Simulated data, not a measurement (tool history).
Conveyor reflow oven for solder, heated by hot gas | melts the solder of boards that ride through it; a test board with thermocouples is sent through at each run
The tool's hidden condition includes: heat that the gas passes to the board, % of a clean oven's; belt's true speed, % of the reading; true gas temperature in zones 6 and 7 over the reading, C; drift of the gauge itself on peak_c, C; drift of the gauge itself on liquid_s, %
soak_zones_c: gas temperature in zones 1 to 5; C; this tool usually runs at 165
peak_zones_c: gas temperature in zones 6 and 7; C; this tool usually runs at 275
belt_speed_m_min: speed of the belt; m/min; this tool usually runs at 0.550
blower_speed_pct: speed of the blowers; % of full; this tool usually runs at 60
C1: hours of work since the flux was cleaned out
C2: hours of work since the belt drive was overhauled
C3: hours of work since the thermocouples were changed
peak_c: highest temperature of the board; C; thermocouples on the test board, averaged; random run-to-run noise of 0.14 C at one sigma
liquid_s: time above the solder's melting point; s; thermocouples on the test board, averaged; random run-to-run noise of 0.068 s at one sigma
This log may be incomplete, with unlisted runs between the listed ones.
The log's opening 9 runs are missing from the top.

Run 10, hour 269.5: usual settings but belt_speed_m_min 0.464 m/min; C1 22; C2 151; C3 473. Result: peak_c 262.1 C, liquid_s 84.27 s.
Run 11, hour 289.9: usual settings but belt_speed_m_min 0.464 m/min; C1 33; C2 162; C3 485. Result: peak_c 262.0 C, liquid_s 84.07 s.
Run 12, hour 314.9: usual settings but soak_zones_c 173 C; C1 46; C2 175; C3 498. Result: peak_c 258.0 C, liquid_s 70.01 s.
Run 13, hour 343.1: usual settings; C1 62; C2 191; C3 513. Result: peak_c 256.6 C, liquid_s 66.01 s.
At hour 367.0: flux residue cleaned out of gas plates and filters, once more.
Run 14, hour 373.3: usual settings; C1 3; C2 204; C3 527. Result: peak_c 258.8 C, liquid_s 68.29 s.
Run 15, hour 402.3: usual settings but peak_zones_c 285 C; C1 19; C2 220; C3 543. Result: peak_c 268.2 C, liquid_s 73.70 s.
Run 16, hour 422.9: usual settings but peak_zones_c 280 C, belt_speed_m_min 0.559 m/min, blower_speed_pct 75 % of full; C1 30; C2 231; C3 554. Result: peak_c 265.2 C, liquid_s 71.42 s.
Run 17, hour 438.3: usual settings but soak_zones_c 179 C, peak_zones_c 268 C, belt_speed_m_min 0.547 m/min; C1 39; C2 240; C3 563. Result: peak_c 254.2 C, liquid_s 71.02 s.
Run 18, hour 468.9: usual settings but soak_zones_c 179 C, peak_zones_c 268 C, belt_speed_m_min 0.547 m/min; C1 55; C2 256; C3 579. Result: peak_c 254.1 C, liquid_s 70.97 s.
Run 19, hour 490.2: usual settings but soak_zones_c 179 C, peak_zones_c 286 C, belt_speed_m_min 0.547 m/min, blower_speed_pct 51 % of full; C1 67; C2 268; C3 591. Result: peak_c 268.7 C, liquid_s 79.57 s.
Run 20, hour 516.1: usual settings but soak_zones_c 164 C, belt_speed_m_min 0.462 m/min; C1 81; C2 282; C3 605. Result: peak_c 263.0 C, liquid_s 85.57 s.
Run 21, hour 550.4: usual settings but soak_zones_c 178 C, blower_speed_pct 73 % of full; C1 100; C2 301; C3 624. Result: peak_c 261.6 C, liquid_s 75.17 s.
Run 22, hour 583.9: usual settings but soak_zones_c 178 C, blower_speed_pct 73 % of full; C1 118; C2 319; C3 642. Result: peak_c 261.4 C, liquid_s 75.23 s.
Run 23, hour 600.4: usual settings but soak_zones_c 151 C, belt_speed_m_min 0.529 m/min, blower_speed_pct 58 % of full; C1 127; C2 328; C3 651. Result: peak_c 256.5 C, liquid_s 64.90 s.
Run 24, hour 627.5: usual settings but soak_zones_c 160 C, peak_zones_c 283 C, belt_speed_m_min 0.548 m/min, blower_speed_pct 59 % of full; C1 142; C2 343; C3 666. Result: peak_c 264.0 C, liquid_s 70.25 s.
Run 25, hour 656.0: usual settings but soak_zones_c 172 C, peak_zones_c 283 C, belt_speed_m_min 0.548 m/min, blower_speed_pct 66 % of full; C1 157; C2 358; C3 681. Result: peak_c 266.8 C, liquid_s 76.14 s.
Run 26, hour 683.9: usual settings but soak_zones_c 169 C, peak_zones_c 282 C, belt_speed_m_min 0.580 m/min, blower_speed_pct 62 % of full; C1 172; C2 373; C3 696. Result: peak_c 262.7 C, liquid_s 68.20 s.
Run 27, hour 715.7: usual settings but soak_zones_c 157 C, peak_zones_c 272 C, belt_speed_m_min 0.580 m/min, blower_speed_pct 62 % of full; C1 190; C2 391; C3 713. Result: peak_c 251.7 C, liquid_s 56.65 s.
At hour 754.8: flux residue cleaned out of gas plates and filters.
Run 28, hour 754.8: usual settings but soak_zones_c 150 C, peak_zones_c 271 C, belt_speed_m_min 0.632 m/min, blower_speed_pct 71 % of full; C1 0; C2 409; C3 732. Result: peak_c 250.1 C, liquid_s 48.82 s.
Run 29, hour 771.0: usual settings but soak_zones_c 150 C, peak_zones_c 271 C, belt_speed_m_min 0.632 m/min, blower_speed_pct 71 % of full; C1 9; C2 418; C3 741. Result: peak_c 250.2 C, liquid_s 48.83 s.
Run 30, hour 804.8: usual settings but soak_zones_c 150 C, peak_zones_c 266 C, belt_speed_m_min 0.630 m/min, blower_speed_pct 71 % of full; C1 27; C2 437; C3 759. Result: peak_c 245.3 C, liquid_s 45.31 s.

Consider 3 possible next runs. They are alternatives, not a sequence: every one starts from the tool as it was left by run 30. What does each give?
Run A, hour 821.9: usual settings but soak_zones_c 150 C, peak_zones_c 266 C, belt_speed_m_min 0.481 m/min, blower_speed_pct 71 % of full; C1 37; C2 446; C3 769. Result: peak_c ?, liquid_s ?.
Run B, hour 821.9: usual settings but soak_zones_c 171 C, peak_zones_c 274 C, belt_speed_m_min 0.572 m/min; C1 37; C2 446; C3 769. Result: peak_c ?, liquid_s ?.
Run C, hour 821.9: usual settings but soak_zones_c 150 C, peak_zones_c 277 C, belt_speed_m_min 0.589 m/min, blower_speed_pct 71 % of full; C1 37; C2 446; C3 769. Result: peak_c ?, liquid_s ?.

run  peak_c  liquid_s
  A   253.5     71.40
  B   256.8     66.33
  C   257.7     58.80
With the hidden condition removed and each run's random variation left untouched, the same runs would have given:
run  peak_c  liquid_s
  A   256.5     72.98
  B   259.6     67.45
  C   260.6     60.05
